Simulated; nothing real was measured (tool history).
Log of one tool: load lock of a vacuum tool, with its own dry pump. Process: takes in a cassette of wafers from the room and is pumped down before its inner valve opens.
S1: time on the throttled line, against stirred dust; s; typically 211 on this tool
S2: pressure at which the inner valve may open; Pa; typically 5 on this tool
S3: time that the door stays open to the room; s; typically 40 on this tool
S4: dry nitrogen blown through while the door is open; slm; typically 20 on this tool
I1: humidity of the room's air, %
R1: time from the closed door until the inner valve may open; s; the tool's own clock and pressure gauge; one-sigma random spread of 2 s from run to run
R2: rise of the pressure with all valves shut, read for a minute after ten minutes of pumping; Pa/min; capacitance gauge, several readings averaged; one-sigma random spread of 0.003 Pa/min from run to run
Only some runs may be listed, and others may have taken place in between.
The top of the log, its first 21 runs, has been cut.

run	hour	S1	S2	S3	S4	I1	R1	R2
22	1591.5	415	5	49	33	44.7	525.1	0.021
23	1657.4	211	7	40	7	46.7	334.4	0.024
24	1753.3	211	7	40	7	46.0	334.1	0.033
25	1826.8	211	7	40	7	46.1	334.3	0.030
26	1883.6	211	9	53	20	44.2	329.8	0.029
27	1943.4	173	7	165	9	44.8	304.3	0.053
28	2032.7	113	7	165	9	46.2	253.2	0.058
29	2081.7	113	4	28	9	45.9	259.7	0.034
30	2125.7	211	5	52	20	41.8	339.3	0.037

What will run 31 give?
31	2185.4	211	5	52	20	44.6	?	?

R1: 346.2 s
R2: 0.033 Pa/min
The same run, on a tool lacking any hidden state, would have yielded R1 339.2 s, R2 0.005 Pa/min.
